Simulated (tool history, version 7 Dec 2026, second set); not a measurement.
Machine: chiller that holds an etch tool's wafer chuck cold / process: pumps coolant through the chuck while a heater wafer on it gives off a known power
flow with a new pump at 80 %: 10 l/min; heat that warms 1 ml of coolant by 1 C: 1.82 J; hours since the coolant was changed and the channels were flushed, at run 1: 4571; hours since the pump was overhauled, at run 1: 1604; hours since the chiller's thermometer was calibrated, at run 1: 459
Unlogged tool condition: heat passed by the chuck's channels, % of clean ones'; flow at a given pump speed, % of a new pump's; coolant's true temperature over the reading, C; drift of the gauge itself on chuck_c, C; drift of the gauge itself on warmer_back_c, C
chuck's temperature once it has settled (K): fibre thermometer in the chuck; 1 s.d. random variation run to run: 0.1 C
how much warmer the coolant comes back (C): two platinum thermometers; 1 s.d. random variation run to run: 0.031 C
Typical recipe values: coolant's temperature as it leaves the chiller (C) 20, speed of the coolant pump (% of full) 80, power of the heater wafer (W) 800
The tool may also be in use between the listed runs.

| run | day | coolant's temperature as it leaves the chiller (C) | speed of the coolant pump (% of full) | power of the heater wafer (W) | hours since the coolant was changed and the channels were flushed | hours since the pump was overhauled | hours since the chiller's thermometer was calibrated | chuck's temperature once it has settled (K) | how much warmer the coolant comes back (C) |
|---|---|---|---|---|---|---|---|---|---|
| 1 | 0 | 20 | 80 | 800 | 4571 | 1604 | 459 | 299.65 | 2.68 |
| 2 | 1.033 | 20 | 80 | 800 | 4596 | 1629 | 484 | 299.35 | 2.57 |
| 3 | 2.133 | 20 | 80 | 800 | 4623 | 1656 | 510 | 299.45 | 2.57 |
| 4 | 3.496 | 20 | 80 | 828 | 4655 | 1688 | 543 | 299.65 | 2.67 |
| 5 | 5.154 | 20 | 80 | 800 | 4695 | 1728 | 583 | 299.35 | 2.53 |
| 6 | 6.079 | 20 | 80 | 800 | 4717 | 1750 | 605 | 299.65 | 2.57 |
| 7 | 7.271 | 20 | 80 | 800 | 4746 | 1779 | 634 | 299.45 | 2.55 |
| 8 | 8.283 | 20 | 80 | 800 | 4770 | 1803 | 658 | 299.55 | 2.52 |
| 9 | 9.954 | 20 | 80 | 800 | 4810 | 1843 | 698 | 299.65 | 2.52 |
| 10 | 10.946 | 20 | 80 | 800 | 4834 | 1867 | 722 | 299.65 | 2.5 |
| 11 | 11.704 | 20 | 80 | 800 | 4852 | 1885 | 740 | 299.45 | 2.49 |
| 12 | 12.775 | 20 | 80 | 800 | 4878 | 1911 | 766 | 299.65 | 2.44 |
| 13 | 14.154 | 17 | 80 | 800 | 4911 | 1944 | 799 | 296.45 | 2.43 |
| 14 | 15.188 | 20 | 80 | 800 | 4936 | 1969 | 824 | 299.65 | 2.48 |
| 15 | 16.012 | 20 | 80 | 800 | 4956 | 1989 | 843 | 299.55 | 2.45 |
| 16 | 17.538 | 20 | 80 | 800 | 4992 | 2025 | 880 | 299.45 | 2.4 |
| 17 | 18.662 | 20 | 80 | 800 | 5019 | 2052 | 907 | 299.45 | 2.35 |
| 18 | 20.021 | 20 | 80 | 800 | 5052 | 2085 | 940 | 299.35 | 2.33 |
| 19 | 20.833 | 29 | 80 | 800 | 5071 | 2104 | 959 | 308.55 | 2.27 |
| 20 | 21.662 | 29 | 80 | 800 | 5091 | 2124 | 979 | 308.75 | 2.35 |
| 21 | 22.667 | 29 | 80 | 800 | 5115 | 2148 | 1003 | 308.45 | 2.28 |
| 22 | 23.658 | 21 | 66 | 743 | 5139 | 2172 | 1027 | 301.15 | 2.73 |
| 23 | 24.979 | 12 | 86 | 482 | 5171 | 2204 | 1059 | 288.75 | 1.16 |
| 24 | 25.688 | 12 | 86 | 482 | 5188 | 2221 | 1076 | 288.75 | 1.07 |
| 25 | 27.242 | 20 | 100 | 524 | 5225 | 2258 | 1113 | 296.55 | 1 |
|  | 28.146 | gauge calibrated |
| 26 | 28.496 | 20 | 80 | 929 | 5255 | 2288 | 1143 | 300.75 | 3.05 |
| 27 | 29.275 | 12 | 91 | 954 | 5274 | 2307 | 1162 | 291.75 | 2.71 |
| 28 | 30.6 | 12 | 91 | 954 | 5306 | 2339 | 1194 | 291.95 | 2.72 |
| 29 | 31.721 | 12 | 91 | 954 | 5333 | 2366 | 1220 | 291.85 | 2.73 |
| 30 | 32.65 | 12 | 91 | 954 | 5355 | 2388 | 1243 | 291.75 | 2.69 |
| 31 | 34.125 | 12 | 91 | 954 | 5390 | 2423 | 1278 | 291.85 | 2.67 |

Here are 3 independent what-if runs from the current tool condition. What would each one return?
| A | 35.738 | 17 | 81 | 1048 | 5429 | 2462 | 1317 | ? | ? |
| B | 35.738 | 20 | 63 | 800 | 5429 | 2462 | 1317 | ? | ? |
| C | 35.738 | 24 | 91 | 954 | 5429 | 2462 | 1317 | ? | ? |

| run | chuck's temperature once it has settled (K) | how much warmer the coolant comes back (C) |
|---|---|---|
| A | 298.65 | 3.33 |
| B | 301.15 | 3.33 |
| C | 303.75 | 2.6 |
Without the tool's hidden state the same runs would have given:
| run | chuck's temperature once it has settled (K) | how much warmer the coolant comes back (C) |
|---|---|---|
| A | 298.65 | 3.44 |
| B | 301.15 | 3.44 |
| C | 303.75 | 2.7 |
